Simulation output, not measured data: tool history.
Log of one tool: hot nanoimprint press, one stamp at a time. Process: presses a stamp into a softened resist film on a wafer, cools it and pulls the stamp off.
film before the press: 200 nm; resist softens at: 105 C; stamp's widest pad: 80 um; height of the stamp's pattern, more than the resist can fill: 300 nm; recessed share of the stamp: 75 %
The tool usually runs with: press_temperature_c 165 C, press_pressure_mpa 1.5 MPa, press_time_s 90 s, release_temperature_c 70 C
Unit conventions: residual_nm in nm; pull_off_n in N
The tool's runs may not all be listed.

Run 1, day 0: usual settings. Result: residual_nm 112.2 nm, pull_off_n 127 N.
Run 2, day 1.329: usual settings but press_pressure_mpa 1.62 MPa. Result: residual_nm 109.7 nm, pull_off_n 132 N.
Run 3, day 3.133: usual settings but press_pressure_mpa 1.62 MPa. Result: residual_nm 109.3 nm, pull_off_n 132 N.
At day 4.317: stamp cleaned and given a new release coat.
Run 4, day 4.825: usual settings but press_pressure_mpa 1.62 MPa. Result: residual_nm 109.5 nm, pull_off_n 126 N.
Run 5, day 6.667: usual settings but press_pressure_mpa 1.62 MPa. Result: residual_nm 109.2 nm, pull_off_n 129 N.
Run 6, day 7.892: usual settings but press_pressure_mpa 1.62 MPa. Result: residual_nm 109.6 nm, pull_off_n 132 N.
Run 7, day 9.592: usual settings but press_pressure_mpa 1.62 MPa. Result: residual_nm 108.8 nm, pull_off_n 125 N.
Run 8, day 10.529: usual settings but press_time_s 53 s. Result: residual_nm 132 nm, pull_off_n 124 N.
Run 9, day 11.45: usual settings but press_pressure_mpa 1.99 MPa, press_time_s 53 s. Result: residual_nm 118.9 nm, pull_off_n 125 N.
At day 12.562: plate thermocouple calibrated.
Run 10, day 12.9: usual settings but press_pressure_mpa 1.99 MPa, press_time_s 53 s. Result: residual_nm 119.4 nm, pull_off_n 130 N.
Run 11, day 13.904: usual settings but press_pressure_mpa 1.99 MPa, press_time_s 53 s. Result: residual_nm 119.2 nm, pull_off_n 126 N.
Run 12, day 15.446: usual settings. Result: residual_nm 112.6 nm, pull_off_n 131 N.
Run 13, day 17.254: usual settings. Result: residual_nm 112.6 nm, pull_off_n 128 N.
Run 14, day 18.271: usual settings. Result: residual_nm 112.8 nm, pull_off_n 130 N.
At day 18.638: stamp cleaned and given a new release coat.
Run 15, day 20.125: usual settings. Result: residual_nm 112.7 nm, pull_off_n 127 N.
Run 16, day 21.475: usual settings. Result: residual_nm 112.9 nm, pull_off_n 131 N.
Run 17, day 23.208: usual settings. Result: residual_nm 112.6 nm, pull_off_n 127 N.
Run 18, day 24.225: usual settings but press_time_s 99 s. Result: residual_nm 110 nm, pull_off_n 129 N.
Run 19, day 25.629: usual settings but press_temperature_c 161 C, release_temperature_c 62 C. Result: residual_nm 130.9 nm, pull_off_n 150 N.

Run 20 comes next. What will it give?
Run 20, day 27.125: usual settings but press_temperature_c 168 C, press_pressure_mpa 1.88 MPa, press_time_s 51 s, release_temperature_c 62 C. Result: residual_nm ?, pull_off_n ?.

residual_nm: 111.5 nm
pull_off_n: 149 N
On a tool with no hidden condition, and with the same random variation, this run would have come out at residual_nm 111.5 nm, pull_off_n 148 N.

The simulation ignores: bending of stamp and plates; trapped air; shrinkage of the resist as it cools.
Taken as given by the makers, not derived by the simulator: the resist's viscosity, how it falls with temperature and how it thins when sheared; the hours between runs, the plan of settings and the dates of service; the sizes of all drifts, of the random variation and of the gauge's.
